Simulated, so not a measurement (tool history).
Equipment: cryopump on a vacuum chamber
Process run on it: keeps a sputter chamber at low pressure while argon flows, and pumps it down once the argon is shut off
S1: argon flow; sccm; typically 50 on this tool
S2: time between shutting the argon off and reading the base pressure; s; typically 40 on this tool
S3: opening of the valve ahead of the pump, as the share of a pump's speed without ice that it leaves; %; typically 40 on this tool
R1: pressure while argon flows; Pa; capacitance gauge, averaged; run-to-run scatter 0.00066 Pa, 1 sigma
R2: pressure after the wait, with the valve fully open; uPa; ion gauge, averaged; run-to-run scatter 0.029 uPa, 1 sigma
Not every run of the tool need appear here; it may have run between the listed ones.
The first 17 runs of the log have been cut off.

run,hour,S1,S2,S3,R1,R2
18,661.9,50,40,40,0.1162,2.43
19,690.9,80,179,19,0.3739,1.58
20,713.4,34,54,56,0.0574,2.15
21,754.4,50,272,22,0.2039,1.49
22,780.1,50,243,21,0.216,1.57
23,808,50,243,44,0.1077,1.5
# hour 822.6: pump warmed up, emptied and cooled again
24,854.4,50,40,18,0.2428,2.34
25,887.6,50,40,18,0.2425,2.3
26,938.8,50,40,18,0.2434,2.41
27,971.8,50,120,36,0.1231,1.59
28,1025.6,50,27,25,0.1764,2.98
29,1077.3,35,40,40,0.0784,2.46
30,1105.4,35,40,40,0.079,2.51
31,1133.8,71,60,17,0.3664,2.07
32,1165.3,68,53,39,0.1561,2.2
33,1203.6,68,53,39,0.1574,2.26
34,1240.6,50,40,57,0.0813,2.51

Each row is a separate what-if for the run after 34, all from the same tool condition, not one after another. Results?
A,1271.3,50,92,20,?,?
B,1271.3,29,40,32,?,?
C,1271.3,50,40,57,?,?

run,R1,R2
A,0.221,1.86
B,0.0814,2.54
C,0.0818,2.61
Had the tool no hidden state, the same runs would have come out as:
run,R1,R2
A,0.2155,0.67
B,0.0782,1.35
C,0.0762,1.39
